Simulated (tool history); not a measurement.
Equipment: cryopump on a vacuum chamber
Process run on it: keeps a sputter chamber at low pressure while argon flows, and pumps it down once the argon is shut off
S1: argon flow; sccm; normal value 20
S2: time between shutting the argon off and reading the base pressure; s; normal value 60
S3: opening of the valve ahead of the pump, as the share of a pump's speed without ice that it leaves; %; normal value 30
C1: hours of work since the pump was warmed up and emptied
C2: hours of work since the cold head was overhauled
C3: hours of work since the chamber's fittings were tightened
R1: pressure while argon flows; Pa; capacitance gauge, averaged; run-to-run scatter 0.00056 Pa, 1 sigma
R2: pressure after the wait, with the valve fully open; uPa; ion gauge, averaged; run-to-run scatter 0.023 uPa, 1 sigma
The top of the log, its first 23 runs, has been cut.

Run 24, day 48.546: usual settings but S2 84 s, S3 54 %; C1 334; C2 1685; C3 3442. Result: R1 0.0386 Pa, R2 1.10 uPa.
Run 25, day 50.475: usual settings but S2 69 s, S3 22 %; C1 365; C2 1715; C3 3473. Result: R1 0.0906 Pa, R2 1.20 uPa.
Run 26, day 51.888: usual settings but S1 35 sccm, S2 115 s, S3 52 %; C1 387; C2 1737; C3 3495. Result: R1 0.0709 Pa, R2 1.02 uPa.
Run 27, day 53.229: usual settings but S1 17 sccm, S2 235 s, S3 18 %; C1 408; C2 1758; C3 3516. Result: R1 0.0938 Pa, R2 0.89 uPa.
At day 54.517: pump warmed up, emptied and cooled again.
Run 28, day 56.046: usual settings but S1 15 sccm, S3 43 %; C1 24; C2 1799; C3 3557. Result: R1 0.0339 Pa, R2 1.23 uPa.
Run 29, day 59.146: usual settings but S1 15 sccm, S2 150 s, S3 16 %; C1 73; C2 1848; C3 3605. Result: R1 0.0915 Pa, R2 0.89 uPa.
Run 30, day 60.579: usual settings but S1 10 sccm, S3 59 %; C1 95; C2 1870; C3 3628. Result: R1 0.0163 Pa, R2 1.25 uPa.
At day 61.158: leaking fittings of the chamber tightened, without venting.
Run 31, day 63.746: usual settings but S1 10 sccm, S3 59 %; C1 144; C2 1919; C3 41. Result: R1 0.0168 Pa, R2 0.76 uPa.
Run 32, day 65.700: usual settings but S1 27 sccm, S3 26 %; C1 174; C2 1949; C3 71. Result: R1 0.1018 Pa, R2 0.77 uPa.
Run 33, day 66.958: usual settings but S1 11 sccm, S2 169 s, S3 43 %; C1 194; C2 1969; C3 91. Result: R1 0.0254 Pa, R2 0.41 uPa.
Run 34, day 70.000: usual settings but S1 11 sccm, S2 169 s, S3 43 %; C1 242; C2 2017; C3 139. Result: R1 0.0267 Pa, R2 0.39 uPa.
Run 35, day 72.171: usual settings but S1 11 sccm, S2 169 s, S3 43 %; C1 276; C2 2051; C3 173. Result: R1 0.0260 Pa, R2 0.39 uPa.

Here are 3 independent what-if runs from the current tool condition. What would each one return?
Run A, day 74.392: usual settings but S3 43 %; C1 311; C2 2086; C3 208. Result: R1 ?, R2 ?.
Run B, day 74.392: usual settings but S1 9 sccm, S2 25 s, S3 43 %; C1 311; C2 2086; C3 208. Result: R1 ?, R2 ?.
Run C, day 74.392: usual settings but S2 25 s, S3 47 %; C1 311; C2 2086; C3 208. Result: R1 ?, R2 ?.

run      R1    R2
  A  0.0475  0.79
  B  0.0220  1.56
  C  0.0439  1.54
With the hidden condition removed and each run's random variation left untouched, the same runs would have given:
run      R1    R2
  A  0.0442  0.73
  B  0.0206  1.49
  C  0.0407  1.47

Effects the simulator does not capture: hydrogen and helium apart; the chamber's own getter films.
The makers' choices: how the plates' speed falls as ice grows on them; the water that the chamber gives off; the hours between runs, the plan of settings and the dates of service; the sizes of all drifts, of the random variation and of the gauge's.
